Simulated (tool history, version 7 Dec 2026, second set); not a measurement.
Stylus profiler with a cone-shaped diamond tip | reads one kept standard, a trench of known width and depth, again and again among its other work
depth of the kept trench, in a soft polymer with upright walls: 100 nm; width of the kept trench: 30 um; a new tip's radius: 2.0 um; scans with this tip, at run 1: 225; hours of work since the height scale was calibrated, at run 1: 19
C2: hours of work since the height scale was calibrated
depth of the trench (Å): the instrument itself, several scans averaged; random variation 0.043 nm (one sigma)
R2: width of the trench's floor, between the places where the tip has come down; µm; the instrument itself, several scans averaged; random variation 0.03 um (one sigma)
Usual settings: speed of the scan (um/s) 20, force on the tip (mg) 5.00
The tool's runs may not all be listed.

{"run": 1, "hour": 0.0, "speed of the scan (um/s)": 20, "force on the tip (mg)": 5.0, "scans with this tip": 225, "C2": 19, "depth of the trench (Å)": 1010.9, "R2": 28.63}
{"run": 2, "hour": 56.0, "speed of the scan (um/s)": 29, "force on the tip (mg)": 5.0, "scans with this tip": 567, "C2": 49, "depth of the trench (Å)": 1010.6, "R2": 28.55}
{"run": 3, "hour": 114.9, "speed of the scan (um/s)": 29, "force on the tip (mg)": 5.0, "scans with this tip": 927, "C2": 80, "depth of the trench (Å)": 1010.6, "R2": 28.54}
{"run": 4, "hour": 161.4, "speed of the scan (um/s)": 20, "force on the tip (mg)": 5.0, "scans with this tip": 1212, "C2": 104, "depth of the trench (Å)": 1011.4, "R2": 28.6}
{"run": 5, "hour": 240.4, "speed of the scan (um/s)": 20, "force on the tip (mg)": 5.0, "scans with this tip": 1694, "C2": 145, "depth of the trench (Å)": 1011.0, "R2": 28.56}
{"run": 6, "hour": 326.5, "speed of the scan (um/s)": 13, "force on the tip (mg)": 5.0, "scans with this tip": 2220, "C2": 191, "depth of the trench (Å)": 1010.2, "R2": 28.62}
{"run": 7, "hour": 391.7, "speed of the scan (um/s)": 13, "force on the tip (mg)": 5.0, "scans with this tip": 2619, "C2": 225, "depth of the trench (Å)": 1010.7, "R2": 28.58}
{"run": 8, "hour": 471.7, "speed of the scan (um/s)": 13, "force on the tip (mg)": 5.0, "scans with this tip": 3108, "C2": 267, "depth of the trench (Å)": 1010.1, "R2": 28.55}
{"run": 9, "hour": 537.5, "speed of the scan (um/s)": 20, "force on the tip (mg)": 5.66, "scans with this tip": 3510, "C2": 301, "depth of the trench (Å)": 1012.0, "R2": 28.52}
{"run": 10, "hour": 624.4, "speed of the scan (um/s)": 20, "force on the tip (mg)": 5.0, "scans with this tip": 4041, "C2": 347, "depth of the trench (Å)": 1010.1, "R2": 28.45}
{"run": 11, "hour": 689.5, "speed of the scan (um/s)": 20, "force on the tip (mg)": 7.24, "scans with this tip": 4439, "C2": 381, "depth of the trench (Å)": 1012.5, "R2": 28.54}
{"run": 12, "hour": 768.9, "speed of the scan (um/s)": 20, "force on the tip (mg)": 7.24, "scans with this tip": 4924, "C2": 422, "depth of the trench (Å)": 1012.7, "R2": 28.52}
{"run": 13, "hour": 838.5, "speed of the scan (um/s)": 20, "force on the tip (mg)": 7.24, "scans with this tip": 5349, "C2": 459, "depth of the trench (Å)": 1012.3, "R2": 28.54}
{"run": 14, "hour": 949.5, "speed of the scan (um/s)": 20, "force on the tip (mg)": 5.0, "scans with this tip": 6027, "C2": 517, "depth of the trench (Å)": 1009.3, "R2": 28.39}
{"run": 15, "hour": 1048.0, "speed of the scan (um/s)": 20, "force on the tip (mg)": 2.2, "scans with this tip": 6629, "C2": 569, "depth of the trench (Å)": 1003.8, "R2": 28.41}
{"run": 16, "hour": 1120.0, "speed of the scan (um/s)": 30, "force on the tip (mg)": 2.2, "scans with this tip": 7069, "C2": 607, "depth of the trench (Å)": 1004.0, "R2": 28.3}
{"run": 17, "hour": 1172.7, "speed of the scan (um/s)": 30, "force on the tip (mg)": 2.2, "scans with this tip": 7391, "C2": 634, "depth of the trench (Å)": 1004.6, "R2": 28.3}
{"run": 18, "hour": 1261.4, "speed of the scan (um/s)": 30, "force on the tip (mg)": 2.2, "scans with this tip": 7933, "C2": 681, "depth of the trench (Å)": 1003.4, "R2": 28.32}
{"run": 19, "hour": 1352.6, "speed of the scan (um/s)": 44, "force on the tip (mg)": 2.2, "scans with this tip": 8491, "C2": 729, "depth of the trench (Å)": 1004.3, "R2": 28.15}
{"run": 20, "hour": 1456.5, "speed of the scan (um/s)": 44, "force on the tip (mg)": 2.2, "scans with this tip": 9125, "C2": 783, "depth of the trench (Å)": 1003.2, "R2": 28.13}
{"run": 21, "hour": 1567.8, "speed of the scan (um/s)": 20, "force on the tip (mg)": 5.0, "scans with this tip": 9806, "C2": 841, "depth of the trench (Å)": 1008.1, "R2": 28.36}
{"hour": 1575.0, "done": "height scale calibrated on a step standard"}
{"run": 22, "hour": 1640.0, "speed of the scan (um/s)": 20, "force on the tip (mg)": 4.03, "scans with this tip": 10244, "C2": 34, "depth of the trench (Å)": 1006.0, "R2": 28.29}
{"run": 23, "hour": 1741.5, "speed of the scan (um/s)": 20, "force on the tip (mg)": 5.0, "scans with this tip": 10864, "C2": 87, "depth of the trench (Å)": 1007.1, "R2": 28.28}
{"run": 24, "hour": 1802.3, "speed of the scan (um/s)": 20, "force on the tip (mg)": 5.0, "scans with this tip": 11236, "C2": 119, "depth of the trench (Å)": 1006.6, "R2": 28.27}
{"run": 25, "hour": 1871.9, "speed of the scan (um/s)": 20, "force on the tip (mg)": 5.0, "scans with this tip": 11661, "C2": 156, "depth of the trench (Å)": 1007.0, "R2": 28.22}
{"run": 26, "hour": 1935.7, "speed of the scan (um/s)": 12, "force on the tip (mg)": 4.35, "scans with this tip": 12050, "C2": 189, "depth of the trench (Å)": 1006.8, "R2": 28.32}
{"hour": 2020.4, "done": "height scale calibrated on a step standard, once more"}
{"run": 27, "hour": 2038.3, "speed of the scan (um/s)": 12, "force on the tip (mg)": 4.35, "scans with this tip": 12675, "C2": 9, "depth of the trench (Å)": 1010.5, "R2": 28.23}
{"run": 28, "hour": 2099.7, "speed of the scan (um/s)": 6, "force on the tip (mg)": 11.68, "scans with this tip": 13050, "C2": 42, "depth of the trench (Å)": 1019.2, "R2": 28.29}
{"run": 29, "hour": 2192.4, "speed of the scan (um/s)": 20, "force on the tip (mg)": 2.69, "scans with this tip": 13616, "C2": 90, "depth of the trench (Å)": 1006.3, "R2": 28.17}
{"run": 30, "hour": 2278.4, "speed of the scan (um/s)": 38, "force on the tip (mg)": 5.98, "scans with this tip": 14142, "C2": 135, "depth of the trench (Å)": 1012.0, "R2": 28.1}
{"run": 31, "hour": 2365.8, "speed of the scan (um/s)": 7, "force on the tip (mg)": 7.61, "scans with this tip": 14675, "C2": 181, "depth of the trench (Å)": 1014.2, "R2": 28.18}
{"run": 32, "hour": 2440.0, "speed of the scan (um/s)": 34, "force on the tip (mg)": 12.82, "scans with this tip": 15129, "C2": 220, "depth of the trench (Å)": 1020.5, "R2": 28.16}
{"run": 33, "hour": 2549.9, "speed of the scan (um/s)": 58, "force on the tip (mg)": 10.74, "scans with this tip": 15801, "C2": 278, "depth of the trench (Å)": 1017.9, "R2": 28.02}
{"run": 34, "hour": 2625.0, "speed of the scan (um/s)": 61, "force on the tip (mg)": 3.38, "scans with this tip": 16259, "C2": 317, "depth of the trench (Å)": 1007.5, "R2": 27.91}
{"run": 35, "hour": 2738.6, "speed of the scan (um/s)": 30, "force on the tip (mg)": 12.35, "scans with this tip": 16953, "C2": 377, "depth of the trench (Å)": 1019.6, "R2": 28.08}
{"run": 36, "hour": 2805.9, "speed of the scan (um/s)": 11, "force on the tip (mg)": 2.46, "scans with this tip": 17365, "C2": 412, "depth of the trench (Å)": 1005.4, "R2": 28.18}
{"run": 37, "hour": 2868.5, "speed of the scan (um/s)": 11, "force on the tip (mg)": 2.46, "scans with this tip": 17748, "C2": 445, "depth of the trench (Å)": 1005.5, "R2": 28.11}
{"run": 38, "hour": 2942.2, "speed of the scan (um/s)": 47, "force on the tip (mg)": 4.47, "scans with this tip": 18198, "C2": 483, "depth of the trench (Å)": 1008.4, "R2": 27.92}
{"run": 39, "hour": 3038.6, "speed of the scan (um/s)": 40, "force on the tip (mg)": 5.37, "scans with this tip": 18787, "C2": 534, "depth of the trench (Å)": 1010.1, "R2": 27.94}
{"run": 40, "hour": 3096.9, "speed of the scan (um/s)": 40, "force on the tip (mg)": 2.25, "scans with this tip": 19143, "C2": 564, "depth of the trench (Å)": 1004.0, "R2": 27.89}
{"run": 41, "hour": 3167.5, "speed of the scan (um/s)": 40, "force on the tip (mg)": 2.25, "scans with this tip": 19575, "C2": 601, "depth of the trench (Å)": 1004.0, "R2": 27.89}
{"run": 42, "hour": 3250.0, "speed of the scan (um/s)": 26, "force on the tip (mg)": 4.24, "scans with this tip": 20078, "C2": 645, "depth of the trench (Å)": 1007.8, "R2": 27.99}
{"run": 43, "hour": 3333.5, "speed of the scan (um/s)": 26, "force on the tip (mg)": 4.24, "scans with this tip": 20589, "C2": 688, "depth of the trench (Å)": 1007.0, "R2": 27.93}
{"run": 44, "hour": 3395.7, "speed of the scan (um/s)": 20, "force on the tip (mg)": 10.21, "scans with this tip": 20969, "C2": 721, "depth of the trench (Å)": 1014.6, "R2": 28.07}
{"run": 45, "hour": 3485.8, "speed of the scan (um/s)": 20, "force on the tip (mg)": 10.21, "scans with this tip": 21519, "C2": 768, "depth of the trench (Å)": 1014.9, "R2": 28.0}
{"hour": 3531.4, "done": "new tip fitted, height scale calibrated"}
{"run": 46, "hour": 3592.7, "speed of the scan (um/s)": 5, "force on the tip (mg)": 2.15, "scans with this tip": 374, "C2": 32, "depth of the trench (Å)": 1006.5, "R2": 28.7}

3 ways to go on from here, each from the tool as it stands after run 46. What would each give?
{"run": "A", "hour": 3666.2, "speed of the scan (um/s)": 69, "force on the tip (mg)": 4.91, "scans with this tip": 824, "C2": 71, "depth of the trench (Å)": "?", "R2": "?"}
{"run": "B", "hour": 3666.2, "speed of the scan (um/s)": 5, "force on the tip (mg)": 10.92, "scans with this tip": 824, "C2": 71, "depth of the trench (Å)": "?", "R2": "?"}
{"run": "C", "hour": 3666.2, "speed of the scan (um/s)": 7, "force on the tip (mg)": 2.71, "scans with this tip": 824, "C2": 71, "depth of the trench (Å)": "?", "R2": "?"}

run=A depth_of_the_trench_(Å)=1010.7 R2=28.35
run=B depth_of_the_trench_(Å)=1017.9 R2=28.67
run=C depth_of_the_trench_(Å)=1006.9 R2=28.67
Without the tool's hidden state the same runs would have given:
run=A depth_of_the_trench_(Å)=1011.1 R2=28.39
run=B depth_of_the_trench_(Å)=1018.3 R2=28.71
run=C depth_of_the_trench_(Å)=1007.3 R2=28.71

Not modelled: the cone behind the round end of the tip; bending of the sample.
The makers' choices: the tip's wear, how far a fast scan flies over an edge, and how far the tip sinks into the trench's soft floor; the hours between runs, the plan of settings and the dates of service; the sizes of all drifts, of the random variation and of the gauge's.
